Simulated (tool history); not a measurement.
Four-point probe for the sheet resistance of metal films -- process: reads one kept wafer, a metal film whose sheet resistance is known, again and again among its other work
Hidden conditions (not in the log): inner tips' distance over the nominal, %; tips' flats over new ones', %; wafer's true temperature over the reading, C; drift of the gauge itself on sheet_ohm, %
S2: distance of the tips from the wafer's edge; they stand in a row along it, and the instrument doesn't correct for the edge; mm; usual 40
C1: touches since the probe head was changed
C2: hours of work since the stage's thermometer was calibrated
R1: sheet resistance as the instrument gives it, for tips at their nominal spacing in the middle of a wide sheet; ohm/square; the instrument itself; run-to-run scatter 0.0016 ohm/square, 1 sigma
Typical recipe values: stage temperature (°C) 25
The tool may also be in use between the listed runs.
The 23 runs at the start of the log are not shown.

run 24 hour=274.4 | stage_temperature_(°C)=33 S2=68 | C1=11409 C2=1711 | R1=8.200178
run 25 hour=288.0 | stage_temperature_(°C)=33 S2=68 | C1=11591 C2=1720 | R1=8.201468
run 26 hour=302.4 | stage_temperature_(°C)=33 S2=68 | C1=11784 C2=1729 | R1=8.197830
run 27 hour=309.5 | stage_temperature_(°C)=19 S2=68 | C1=11879 C2=1734 | R1=8.147417
run 28 hour=323.9 | stage_temperature_(°C)=19 S2=68 | C1=12071 C2=1743 | R1=8.149137
run 29 hour=339.0 | stage_temperature_(°C)=25 S2=6 | C1=12273 C2=1753 | R1=8.220463
run 30 hour=347.8 | stage_temperature_(°C)=29 S2=20 | C1=12391 C2=1759 | R1=8.188287
run 31 hour=361.7 | stage_temperature_(°C)=21 S2=12 | C1=12576 C2=1768 | R1=8.167645
run 32 hour=371.5 | stage_temperature_(°C)=21 S2=15 | C1=12707 C2=1774 | R1=8.163587

3 ways to go on from here, each from the tool as it stands after run 32. What would each give?
run A hour=379.6 | stage_temperature_(°C)=24 S2=40 | C1=12815 C2=1780 | R1=?
run B hour=379.6 | stage_temperature_(°C)=21 S2=6 | C1=12815 C2=1780 | R1=?
run C hour=379.6 | stage_temperature_(°C)=35 S2=7 | C1=12815 C2=1780 | R1=?

run=A R1=8.169708
run=B R1=8.203946
run=C R1=8.240861
Take away the tool's hidden state, keep each run's random variation, and the runs would have read:
run=A R1=8.169182
run=B R1=8.203416
run=C R1=8.240339
